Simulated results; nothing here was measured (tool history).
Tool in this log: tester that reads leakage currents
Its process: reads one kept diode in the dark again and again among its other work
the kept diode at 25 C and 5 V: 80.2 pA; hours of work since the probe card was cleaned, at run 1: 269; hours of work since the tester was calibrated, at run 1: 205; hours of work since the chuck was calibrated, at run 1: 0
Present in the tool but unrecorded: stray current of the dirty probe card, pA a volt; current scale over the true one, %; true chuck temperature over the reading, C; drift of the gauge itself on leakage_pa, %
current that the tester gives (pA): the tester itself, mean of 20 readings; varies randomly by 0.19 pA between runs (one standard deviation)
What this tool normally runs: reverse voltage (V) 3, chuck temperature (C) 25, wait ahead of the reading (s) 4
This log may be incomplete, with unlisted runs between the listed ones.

run,hour,reverse voltage (V),chuck temperature (C),wait ahead of the reading (s),hours of work since the probe card was cleaned,hours of work since the tester was calibrated,hours of work since the chuck was calibrated,current that the tester gives (pA)
1,0,3,25,4,269,205,0,61.76
2,59.4,3,25,4,303,239,34,62.05
3,130,3,24,4,344,279,74,57.88
4,185.6,3,24,4,375,311,106,57.94
5,227.9,3,24,4,400,335,130,58.57
6,265.7,3,24,2.7,421,357,152,59.04
7,346.1,3,25,4,467,403,198,64.38
8,415,3,25,4,507,443,238,64.73
9,496.8,3,25,4,554,489,284,65.36
10,540.7,3,25,4,579,514,310,65.65
11,610.6,3,25,4,619,555,350,66.42
12,650.8,3,25,4,642,578,373,66.88
13,710.1,3,25,4,676,612,407,66.98
14,786.3,3,25,4,719,655,450,67.52
15,824.9,3,25,4,741,677,472,67.62
# hour 902.4: chuck's temperature calibrated
16,902.4,3,25,4,785,720,0,64.04
17,937.4,6.35,25,4,805,741,20,99.91
18,985.8,6.35,25,4,832,768,48,100.75
19,1030.6,6.35,25,4,858,794,73,101.07
20,1113.5,3,25,4,906,841,121,65.49
21,1157.5,1.33,33,4,931,867,146,76.05
22,1219.6,1.33,33,4,966,902,182,76.66
23,1271.1,3.39,31,4,996,932,211,113.43
24,1328,1.02,47,3.5,1028,964,244,183.52
25,1410.8,1.02,47,3.5,1076,1012,291,185.21
26,1487.7,2.28,38,3.6,1120,1056,335,154.31
27,1529.9,2.28,38,3.6,1144,1080,359,154.74
28,1589.5,2.28,38,3.6,1178,1114,393,156.33
29,1645.5,2.28,38,3.6,1210,1146,425,156.61
30,1687.4,1.47,24,0.55,1234,1170,450,43.26
31,1738.2,3.15,42,0.55,1263,1199,479,254.83
32,1781.6,3,25,4.09,1288,1224,503,70.59
# hour 1808.2: chuck's temperature calibrated
33,1832.6,6.65,25,8.5,1316,1252,14,104.99
34,1874,2.14,51,2.79,1340,1276,38,354.63
35,1932,9.96,25,4,1373,1309,71,137.03
36,1994.6,7.21,20,4,1409,1345,107,79.83
37,2050.9,7.21,20,4,1441,1377,139,80.13
38,2118.1,18.29,49,0.86,1480,1415,177,1082.5
39,2186.3,5.82,49,0.7,1519,1455,217,560.73
40,2262.4,3,52,9.07,1562,1498,260,474.4

Here are 4 independent what-if runs from the current tool condition. What would each one return?
A,2303.5,10.89,22,2.5,1586,1522,284,?
B,2303.5,14.95,52,2.69,1586,1522,284,?
C,2303.5,3,25,9.52,1586,1522,284,?
D,2303.5,3,28,9.07,1586,1522,284,?

run,current that the tester gives (pA)
A,124.83
B,1187.04
C,68.65
D,85.41
With the hidden condition removed and each run's random variation left untouched, the same runs would have given:
run,current that the tester gives (pA)
A,98.25
B,1130.2
C,60.51
D,76.93

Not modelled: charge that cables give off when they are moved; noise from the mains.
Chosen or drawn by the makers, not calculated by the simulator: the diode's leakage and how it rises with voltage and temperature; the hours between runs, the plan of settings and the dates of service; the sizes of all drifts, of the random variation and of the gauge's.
